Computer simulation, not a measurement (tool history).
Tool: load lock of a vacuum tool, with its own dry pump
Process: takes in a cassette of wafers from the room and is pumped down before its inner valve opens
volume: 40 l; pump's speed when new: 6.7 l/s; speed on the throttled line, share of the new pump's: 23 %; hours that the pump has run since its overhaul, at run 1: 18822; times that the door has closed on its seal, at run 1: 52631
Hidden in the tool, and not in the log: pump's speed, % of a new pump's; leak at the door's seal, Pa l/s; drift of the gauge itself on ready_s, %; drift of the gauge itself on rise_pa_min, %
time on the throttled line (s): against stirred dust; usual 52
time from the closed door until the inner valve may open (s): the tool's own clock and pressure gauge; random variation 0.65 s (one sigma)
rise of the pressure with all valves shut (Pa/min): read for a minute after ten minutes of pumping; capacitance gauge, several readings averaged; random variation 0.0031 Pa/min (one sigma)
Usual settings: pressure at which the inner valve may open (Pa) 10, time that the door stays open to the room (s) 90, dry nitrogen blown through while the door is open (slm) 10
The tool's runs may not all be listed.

| run | hour | time on the throttled line (s) | pressure at which the inner valve may open (Pa) | time that the door stays open to the room (s) | dry nitrogen blown through while the door is open (slm) | hours that the pump has run since its overhaul | times that the door has closed on its seal | incoming humidity of the room's air, % | time from the closed door until the inner valve may open (s) | rise of the pressure with all valves shut (Pa/min) |
|---|---|---|---|---|---|---|---|---|---|---|
| 1 | 0 | 52 | 10 | 90 | 10 | 18822 | 52631 | 43.9 | 105.6 | 0.218 |
| 2 | 705.7 | 52 | 10 | 90 | 10 | 19528 | 54496 | 41.2 | 105.7 | 0.219 |
| 3 | 1187 | 52 | 10 | 90 | 10 | 20009 | 55768 | 47.9 | 105.7 | 0.239 |
| 4 | 1796.6 | 52 | 10 | 90 | 10 | 20619 | 57378 | 44.8 | 107.2 | 0.237 |
|  | 2060.4 | dry pump taken out, an overhauled one fitted |
|  | 2248.9 | door's seal changed, seat wiped |
| 5 | 2367.8 | 52 | 10 | 90 | 10 | 306 | 314 | 46.1 | 96 | 0.064 |
| 6 | 3048.5 | 52 | 10 | 90 | 6 | 987 | 2113 | 43.7 | 95.8 | 0.07 |
| 7 | 3505.4 | 52 | 10 | 90 | 6 | 1444 | 3320 | 46 | 95.7 | 0.072 |
| 8 | 3859.6 | 52 | 10 | 90 | 10 | 1798 | 4256 | 45.1 | 94.4 | 0.067 |
| 9 | 4271.4 | 52 | 10 | 90 | 8 | 2210 | 5345 | 45 | 95.5 | 0.076 |
| 10 | 4681.6 | 52 | 10 | 90 | 8 | 2620 | 6429 | 43.7 | 96.3 | 0.068 |
| 11 | 5026.6 | 52 | 10 | 90 | 8 | 2965 | 7340 | 43.7 | 96.4 | 0.073 |
| 12 | 5324.5 | 52 | 10 | 90 | 8 | 3263 | 8127 | 47.4 | 96.6 | 0.077 |
| 13 | 5741.6 | 52 | 10 | 90 | 8 | 3680 | 9230 | 50.2 | 96.8 | 0.09 |
| 14 | 6460.4 | 52 | 10 | 90 | 10 | 4398 | 11129 | 46.9 | 97.1 | 0.077 |
| 15 | 6818.7 | 52 | 16 | 90 | 10 | 4757 | 12076 | 47.4 | 94.5 | 0.083 |
| 16 | 7487.4 | 52 | 16 | 90 | 10 | 5426 | 13843 | 42 | 94.8 | 0.072 |
| 17 | 7841 | 52 | 10 | 90 | 10 | 5779 | 14778 | 44.2 | 96.2 | 0.074 |
| 18 | 8311.5 | 52 | 8 | 90 | 10 | 6250 | 16021 | 47.1 | 99.3 | 0.093 |
| 19 | 8712.2 | 57 | 10 | 81 | 9 | 6650 | 17080 | 43.8 | 103.1 | 0.087 |
| 20 | 9008.7 | 57 | 10 | 81 | 9 | 6947 | 17863 | 44.3 | 103.4 | 0.09 |
| 21 | 9537.9 | 57 | 10 | 58 | 9 | 7476 | 19262 | 45.8 | 101.8 | 0.09 |
| 22 | 10103 | 47 | 13 | 69 | 16 | 8041 | 20755 | 47.6 | 92.8 | 0.081 |
| 23 | 10768.9 | 47 | 13 | 64 | 7 | 8707 | 22515 | 44.1 | 94 | 0.096 |
| 24 | 11144.1 | 32 | 10 | 90 | 10 | 9082 | 23506 | 44.9 | 85.3 | 0.101 |
| 25 | 11686.9 | 43 | 10 | 82 | 10 | 9625 | 24941 | 48.8 | 93.5 | 0.11 |
| 26 | 12101.7 | 43 | 10 | 82 | 10 | 10040 | 26037 | 47.7 | 93.1 | 0.11 |
| 27 | 12635.8 | 32 | 15 | 148 | 42 | 10574 | 27448 | 45.7 | 83 | 0.086 |
| 28 | 13007.8 | 37 | 10 | 48 | 10 | 10946 | 28431 | 46.7 | 88.4 | 0.107 |
| 29 | 13394.6 | 37 | 10 | 48 | 10 | 11333 | 29453 | 41 | 90.4 | 0.104 |
| 30 | 13975.2 | 28 | 10 | 59 | 10 | 11913 | 30988 | 45.9 | 82.4 | 0.117 |
| 31 | 14551.7 | 28 | 10 | 59 | 10 | 12490 | 32511 | 44.4 | 82.9 | 0.117 |
| 32 | 14864.7 | 28 | 10 | 59 | 10 | 12803 | 33338 | 46.1 | 82.6 | 0.123 |
| 33 | 15540.2 | 28 | 10 | 59 | 10 | 13478 | 35123 | 44.4 | 82.8 | 0.129 |

Forecast each of these 5 alternatives for the next run:
| A | 16036.3 | 28 | 10 | 38 | 32 | 13974 | 36434 | 46.1 | ? | ? |
| B | 16036.3 | 45 | 10 | 90 | 10 | 13974 | 36434 | 47.5 | ? | ? |
| C | 16036.3 | 52 | 10 | 90 | 15 | 13974 | 36434 | 42.3 | ? | ? |
| D | 16036.3 | 52 | 7 | 90 | 10 | 13974 | 36434 | 45.4 | ? | ? |
| E | 16036.3 | 52 | 10 | 234 | 10 | 13974 | 36434 | 47.4 | ? | ? |

| run | time from the closed door until the inner valve may open (s) | rise of the pressure with all valves shut (Pa/min) |
|---|---|---|
| A | 83.8 | 0.109 |
| B | 96.4 | 0.14 |
| C | 103 | 0.127 |
| D | 105 | 0.141 |
| E | 101.9 | 0.171 |
Without the tool's hidden state the same runs would have given:
| run | time from the closed door until the inner valve may open (s) | rise of the pressure with all valves shut (Pa/min) |
|---|---|---|
| A | 76.9 | 0.027 |
| B | 90.2 | 0.057 |
| C | 96.8 | 0.045 |
| D | 98.5 | 0.058 |
| E | 95.7 | 0.086 |
